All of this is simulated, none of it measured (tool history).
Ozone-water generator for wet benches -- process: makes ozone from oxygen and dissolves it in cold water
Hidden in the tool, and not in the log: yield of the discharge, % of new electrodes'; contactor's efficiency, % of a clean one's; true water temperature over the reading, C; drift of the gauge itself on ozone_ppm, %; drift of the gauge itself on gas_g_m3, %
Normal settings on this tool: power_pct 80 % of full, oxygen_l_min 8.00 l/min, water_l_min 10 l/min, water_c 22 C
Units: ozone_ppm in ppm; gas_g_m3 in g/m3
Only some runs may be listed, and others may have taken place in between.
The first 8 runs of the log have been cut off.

run	hour	power_pct	oxygen_l_min	water_l_min	water_c	hours of work since the electrodes were changed	hours of work since the contactor was cleaned	hours of work since the thermometer was calibrated	ozone_ppm	gas_g_m3
9	917.5	80	12.97	10	22	1229	1650	1971	35.1	210.1
10	1045.7	80	12.97	7	22	1312	1733	2054	39.4	210.5
11	1179.1	80	12.97	7	22	1398	1819	2140	39.3	210.8
12	1324.1	80	8.00	8	22	1492	1912	2234	40.8	250.2
13	1413.5	80	8.00	8	22	1550	1970	2292	40.2	250.3
14	1563.6	80	11.41	10	22	1647	2067	2389	34.7	220.0
15	1682.6	80	8.00	10	22	1724	2144	2466	36.7	247.6
16	1749.6	80	8.00	10	22	1767	2187	2509	36.8	247.9
17	1828.1	49	7.87	9	18	1818	2238	2560	27.9	162.0
18	1940.2	80	5.19	16	22	1890	2311	2632	27.9	288.3
19	2046.4	49	5.19	16	16	1959	2379	2701	20.1	192.7
20	2155.2	49	5.19	16	16	2029	2450	2771	19.9	191.3
21	2313.4	52	9.78	10	15	2132	2552	2873	29.6	160.4
22	2446.2	52	9.78	10	21	2217	2638	2959	25.4	160.0
23	2548.3	52	4.42	10	25	2283	2704	3025	24.7	212.4
# hour 2555.4: water thermometer calibrated
24	2628.0	52	4.42	7	25	2335	2755	47	29.3	211.2
25	2714.2	66	7.07	10	27	2390	2811	103	28.0	220.9
26	2798.3	66	7.30	10	26	2445	2865	157	28.7	217.1
27	2888.7	66	7.30	10	26	2503	2924	215	28.5	216.8

Run 28 has not been measured yet. What should we expect?
28	2993.4	66	7.30	10	26	2571	2991	283	?	?

ozone_ppm: 28.7 ppm
gas_g_m3: 218.4 g/m3
Minus the tool's unlogged condition, the same run would have read ozone_ppm 28.7 ppm, gas_g_m3 218.5 g/m3.

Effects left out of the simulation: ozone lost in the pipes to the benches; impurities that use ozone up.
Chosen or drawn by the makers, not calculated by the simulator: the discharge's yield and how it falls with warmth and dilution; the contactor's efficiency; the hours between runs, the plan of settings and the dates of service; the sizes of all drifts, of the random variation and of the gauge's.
